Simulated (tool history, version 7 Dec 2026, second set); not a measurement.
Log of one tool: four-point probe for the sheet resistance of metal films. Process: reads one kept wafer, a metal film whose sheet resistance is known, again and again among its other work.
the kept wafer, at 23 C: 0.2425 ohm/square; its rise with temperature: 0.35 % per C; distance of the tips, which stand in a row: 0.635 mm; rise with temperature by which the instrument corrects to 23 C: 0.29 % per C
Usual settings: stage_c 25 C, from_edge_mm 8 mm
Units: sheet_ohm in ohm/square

run   hour  stage_c  from_edge_mm  sheet_ohm
  1    0.0       25             8   0.243834
  2   11.9       25             8   0.243833
  3   29.0       25             8   0.243728
  4   40.1       25            33   0.243059
  5   51.7       25            33   0.243020
  6   65.0       25            33   0.243081
  7   77.6       28             8   0.244385
  8   86.5       29             8   0.244535
  9  102.7       29             8   0.244474
 10  118.1       26            27   0.243306
 11  134.6       26            27   0.243241
 12  144.4       26            27   0.243279

Run 13 comes next. What will it give?
 13  160.6       32            21          ?

{"run 13": {"sheet_ohm": 0.244214}}
Without the tool's hidden state the same run would have given sheet_ohm 0.243993 ohm/square.
